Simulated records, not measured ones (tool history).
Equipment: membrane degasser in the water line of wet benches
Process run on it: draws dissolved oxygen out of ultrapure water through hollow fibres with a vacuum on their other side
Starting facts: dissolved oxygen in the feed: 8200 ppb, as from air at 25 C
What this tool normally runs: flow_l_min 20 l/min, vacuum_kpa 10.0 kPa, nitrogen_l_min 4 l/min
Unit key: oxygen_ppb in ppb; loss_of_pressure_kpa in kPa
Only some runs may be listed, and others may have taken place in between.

run	hour	flow_l_min	vacuum_kpa	nitrogen_l_min	oxygen_ppb	loss_of_pressure_kpa
1	0.0	20	10.0	4	85.7	31.78
2	53.0	20	10.0	4	85.3	31.80
3	88.4	20	10.0	4	85.2	31.85
4	138.0	21	10.0	4	90.2	33.52
5	194.8	21	10.0	4	90.6	33.43
6	233.5	22	10.0	4	93.3	34.99
7	308.7	20	22.0	4	225.8	32.03
8	369.6	26	22.0	4	289.3	41.61
# hour 391.7: vacuum gauge calibrated
9	437.5	26	22.0	4	290.2	41.04
10	521.3	16	22.6	4	186.3	25.80

Run 11, settings as shown, results not yet in. Your forecast:
11	577.7	21	22.6	4	?	?

oxygen_ppb: 245.7 ppb
loss_of_pressure_kpa: 33.30 kPa
Had the tool carried no hidden state, the very same run would have given oxygen_ppb 245.1 ppb, loss_of_pressure_kpa 32.67 kPa.
